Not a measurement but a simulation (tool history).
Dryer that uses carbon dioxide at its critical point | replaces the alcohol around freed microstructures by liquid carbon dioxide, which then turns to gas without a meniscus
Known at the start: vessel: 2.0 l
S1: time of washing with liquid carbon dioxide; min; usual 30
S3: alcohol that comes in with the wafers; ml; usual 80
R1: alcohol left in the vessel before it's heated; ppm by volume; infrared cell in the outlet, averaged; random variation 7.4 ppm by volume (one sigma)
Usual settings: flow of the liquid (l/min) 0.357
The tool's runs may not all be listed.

{"run": 1, "hour": 0.0, "S1": 30, "flow of the liquid (l/min)": 0.357, "S3": 80, "R1": 665}
{"run": 2, "hour": 20.1, "S1": 21, "flow of the liquid (l/min)": 0.357, "S3": 80, "R1": 2283}
{"run": 3, "hour": 50.1, "S1": 21, "flow of the liquid (l/min)": 0.357, "S3": 80, "R1": 2357}
{"hour": 66.5, "done": "inlet filter changed"}
{"run": 4, "hour": 90.1, "S1": 21, "flow of the liquid (l/min)": 0.357, "S3": 80, "R1": 1500}
{"run": 5, "hour": 130.2, "S1": 21, "flow of the liquid (l/min)": 0.357, "S3": 80, "R1": 1587}
{"run": 6, "hour": 161.6, "S1": 21, "flow of the liquid (l/min)": 0.357, "S3": 80, "R1": 1542}
{"run": 7, "hour": 179.5, "S1": 21, "flow of the liquid (l/min)": 0.357, "S3": 80, "R1": 1631}
{"run": 8, "hour": 205.0, "S1": 21, "flow of the liquid (l/min)": 0.357, "S3": 80, "R1": 1599}
{"run": 9, "hour": 239.6, "S1": 30, "flow of the liquid (l/min)": 0.34, "S3": 80, "R1": 563}
{"run": 10, "hour": 258.2, "S1": 30, "flow of the liquid (l/min)": 0.34, "S3": 80, "R1": 557}
{"run": 11, "hour": 291.9, "S1": 30, "flow of the liquid (l/min)": 0.357, "S3": 80, "R1": 476}
{"run": 12, "hour": 312.7, "S1": 35, "flow of the liquid (l/min)": 0.357, "S3": 80, "R1": 250}
{"run": 13, "hour": 335.5, "S1": 35, "flow of the liquid (l/min)": 0.357, "S3": 80, "R1": 258}
{"run": 14, "hour": 362.0, "S1": 30, "flow of the liquid (l/min)": 0.227, "S3": 37, "R1": 1169}
{"run": 15, "hour": 380.1, "S1": 30, "flow of the liquid (l/min)": 0.227, "S3": 37, "R1": 1158}
{"run": 16, "hour": 409.0, "S1": 44, "flow of the liquid (l/min)": 0.497, "S3": 70, "R1": 53}
{"run": 17, "hour": 429.5, "S1": 44, "flow of the liquid (l/min)": 0.497, "S3": 70, "R1": 65}
{"run": 18, "hour": 458.5, "S1": 21, "flow of the liquid (l/min)": 0.253, "S3": 54, "R1": 3128}
{"run": 19, "hour": 496.7, "S1": 30, "flow of the liquid (l/min)": 0.357, "S3": 91, "R1": 649}
{"run": 20, "hour": 515.8, "S1": 30, "flow of the liquid (l/min)": 0.357, "S3": 91, "R1": 659}
{"run": 21, "hour": 543.2, "S1": 30, "flow of the liquid (l/min)": 0.357, "S3": 91, "R1": 676}
{"run": 22, "hour": 562.4, "S1": 26, "flow of the liquid (l/min)": 0.457, "S3": 91, "R1": 443}
{"run": 23, "hour": 595.5, "S1": 26, "flow of the liquid (l/min)": 0.457, "S3": 91, "R1": 470}
{"run": 24, "hour": 627.5, "S1": 26, "flow of the liquid (l/min)": 0.228, "S3": 80, "R1": 3947}

Run 25 comes next. What will it give?
{"run": 25, "hour": 656.1, "S1": 18, "flow of the liquid (l/min)": 0.387, "S3": 32, "R1": "?"}

{"run 25": {"R1": 1098}}
Without the tool's hidden state the same run would have given R1 733 ppm by volume.

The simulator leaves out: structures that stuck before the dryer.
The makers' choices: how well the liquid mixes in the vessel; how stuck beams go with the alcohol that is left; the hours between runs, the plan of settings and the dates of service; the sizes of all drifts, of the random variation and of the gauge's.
